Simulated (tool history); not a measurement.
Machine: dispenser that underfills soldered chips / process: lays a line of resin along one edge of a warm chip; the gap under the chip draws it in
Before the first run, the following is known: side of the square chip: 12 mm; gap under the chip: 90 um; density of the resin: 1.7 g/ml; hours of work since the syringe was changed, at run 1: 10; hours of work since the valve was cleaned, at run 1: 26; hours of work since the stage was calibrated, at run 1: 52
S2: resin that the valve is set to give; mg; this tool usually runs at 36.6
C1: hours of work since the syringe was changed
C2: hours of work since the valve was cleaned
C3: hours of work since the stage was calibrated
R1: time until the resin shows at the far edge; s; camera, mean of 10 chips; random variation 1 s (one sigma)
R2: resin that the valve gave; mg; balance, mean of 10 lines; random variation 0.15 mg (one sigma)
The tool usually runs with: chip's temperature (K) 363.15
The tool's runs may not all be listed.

Run 1, hour 0: usual settings; C1 10; C2 26; C3 52. Result: R1 228.5 s, R2 35.84 mg.
At hour 2.2: new syringe of resin.
Run 2, hour 3.5: usual settings; C1 1; C2 28; C3 54. Result: R1 107.5 s, R2 36.05 mg.
Run 3, hour 6.9: usual settings but chip's temperature (K) 349.15; C1 4; C2 31; C3 57. Result: R1 247.4 s, R2 35.77 mg.
Run 4, hour 10.4: usual settings; C1 6; C2 34; C3 60. Result: R1 164.9 s, R2 35.73 mg.
Run 5, hour 16.5: usual settings but chip's temperature (K) 372.15; C1 11; C2 38; C3 64. Result: R1 170.4 s, R2 35.75 mg.
At hour 17.4: new syringe of resin.
Run 6, hour 23: usual settings; C1 4; C2 43; C3 69. Result: R1 144 s, R2 35.28 mg.
Run 7, hour 26.6: usual settings; C1 7; C2 46; C3 72. Result: R1 181.9 s, R2 35.28 mg.
At hour 32.3: new syringe of resin.
Run 8, hour 32.8: usual settings but S2 39.2 mg; C1 0; C2 50; C3 76. Result: R1 102 s, R2 38.08 mg.
Run 9, hour 39.4: usual settings; C1 5; C2 55; C3 81. Result: R1 157.6 s, R2 35.36 mg.
Run 10, hour 44.8: usual settings; C1 9; C2 59; C3 85. Result: R1 224.7 s, R2 35.21 mg.
At hour 47.2: new syringe of resin.
Run 11, hour 51.6: usual settings; C1 3; C2 64; C3 90. Result: R1 131.1 s, R2 35.12 mg.
Run 12, hour 58.5: usual settings; C1 8; C2 69; C3 95. Result: R1 203.5 s, R2 34.79 mg.
At hour 62.3: new syringe of resin.
Run 13, hour 64.4: usual settings; C1 2; C2 73; C3 99. Result: R1 110.2 s, R2 34.59 mg.
Run 14, hour 68.9: usual settings but chip's temperature (K) 375.15; C1 5; C2 77; C3 103. Result: R1 90.7 s, R2 34.77 mg.
Run 15, hour 74.1: usual settings but chip's temperature (K) 351.15; C1 9; C2 81; C3 107. Result: R1 356 s, R2 34.46 mg.
At hour 77.3: new syringe of resin.
Run 16, hour 80.5: usual settings but chip's temperature (K) 351.15, S2 37.5 mg; C1 2; C2 85; C3 111. Result: R1 205.9 s, R2 34.94 mg.
Run 17, hour 84.8: usual settings; C1 6; C2 89; C3 115. Result: R1 158.5 s, R2 34.08 mg.
Run 18, hour 90.8: usual settings; C1 10; C2 93; C3 119. Result: R1 239.2 s, R2 34.41 mg.
At hour 92.3: new syringe of resin.
Run 19, hour 96: usual settings; C1 3; C2 97; C3 123. Result: R1 124.5 s, R2 33.94 mg.
Run 20, hour 100.4: usual settings but chip's temperature (K) 373.15, S2 42.7 mg; C1 6; C2 100; C3 126. Result: R1 108.4 s, R2 39.9 mg.
Run 21, hour 106.1: usual settings but chip's temperature (K) 373.15, S2 42.7 mg; C1 10; C2 104; C3 130. Result: R1 158.3 s, R2 39.42 mg.
At hour 107.3: new syringe of resin.
Run 22, hour 112.6: usual settings but chip's temperature (K) 373.15, S2 42.7 mg; C1 4; C2 109; C3 135. Result: R1 92 s, R2 39.47 mg.
Run 23, hour 117.3: usual settings but chip's temperature (K) 373.15, S2 41 mg; C1 7; C2 112; C3 138. Result: R1 122.6 s, R2 37.9 mg.
At hour 122.2: new syringe of resin.
Run 24, hour 123.9: usual settings but chip's temperature (K) 351.15, S2 33.4 mg; C1 1; C2 117; C3 143. Result: R1 188.8 s, R2 30.6 mg.
Run 25, hour 130.1: usual settings but chip's temperature (K) 351.15, S2 33.4 mg; C1 6; C2 122; C3 148. Result: R1 283.9 s, R2 30.57 mg.
Run 26, hour 133.9: usual settings but S2 36.4 mg; C1 9; C2 125; C3 151. Result: R1 212.2 s, R2 33.3 mg.
At hour 137.2: new syringe of resin.
Run 27, hour 139.4: usual settings but S2 36.4 mg; C1 2; C2 129; C3 155. Result: R1 112.9 s, R2 33.28 mg.
At hour 144.9: dispensing valve cleaned and set on the balance.
Run 28, hour 144.9: usual settings but S2 36.4 mg; C1 5; C2 0; C3 158. Result: R1 154.8 s, R2 36.1 mg.
Run 29, hour 150.8: usual settings but chip's temperature (K) 348.15, S2 35.7 mg; C1 10; C2 4; C3 163. Result: R1 441.6 s, R2 35.55 mg.
At hour 153.4: new syringe of resin.
Run 30, hour 156.8: usual settings but S2 32.6 mg; C1 3; C2 9; C3 167. Result: R1 126.4 s, R2 32.28 mg.
Run 31, hour 162: usual settings but chip's temperature (K) 349.15, S2 47 mg; C1 6; C2 13; C3 171. Result: R1 328.4 s, R2 46.75 mg.
Run 32, hour 165.8: usual settings but chip's temperature (K) 349.15, S2 47 mg; C1 9; C2 16; C3 174. Result: R1 421 s, R2 47.11 mg.
At hour 168.5: new syringe of resin.
Run 33, hour 172.1: usual settings but chip's temperature (K) 349.15, S2 47 mg; C1 3; C2 20; C3 178. Result: R1 228.8 s, R2 46.27 mg.
Run 34, hour 178: usual settings but chip's temperature (K) 368.15, S2 43.4 mg; C1 7; C2 24; C3 182. Result: R1 144.4 s, R2 42.79 mg.
At hour 183.8: new syringe of resin.
Run 35, hour 184: usual settings but chip's temperature (K) 375.15, S2 37.4 mg; C1 0; C2 29; C3 187. Result: R1 60.3 s, R2 36.78 mg.

Run by run, hidden condition taken away, random variation retained:
Hidden state at play: resin's viscosity, % of fresh resin's; dose that the valve gives, % of what is set; true chip temperature over the reading, C; drift of the gauge itself on fill_s, %; drift of the gauge itself on given_mg, %.
run     R1     R2
  1   98.7  36.45
  2  100.1  36.71
  3  183.3  36.48
  4   97.4  36.51
  5     67  36.66
  6   98.6  36.29
  7   98.2  36.38
  8   97.9   39.4
  9     98  36.71
 10   97.6  36.66
 11   98.6   36.7
 12   97.6  36.49
 13     97  36.41
 14   59.3  36.69
 15  165.7  36.46
 16  167.2  37.12
 17   96.8   36.3
 18   98.4  36.76
 19   98.2  36.36
 20   64.2  42.86
 21   64.4  42.48
 22   65.5  42.68
 23   64.3  41.09
 24  169.3   33.3
 25  168.8  33.38
 26   98.5  36.45
 27   97.1  36.53
 28    100   36.1
 29  193.9  35.67
 30  100.2   32.5
 31  185.9  47.18
 32  184.5  47.64
 33  184.6  46.93
 34   78.6  43.53
 35   59.5  37.52

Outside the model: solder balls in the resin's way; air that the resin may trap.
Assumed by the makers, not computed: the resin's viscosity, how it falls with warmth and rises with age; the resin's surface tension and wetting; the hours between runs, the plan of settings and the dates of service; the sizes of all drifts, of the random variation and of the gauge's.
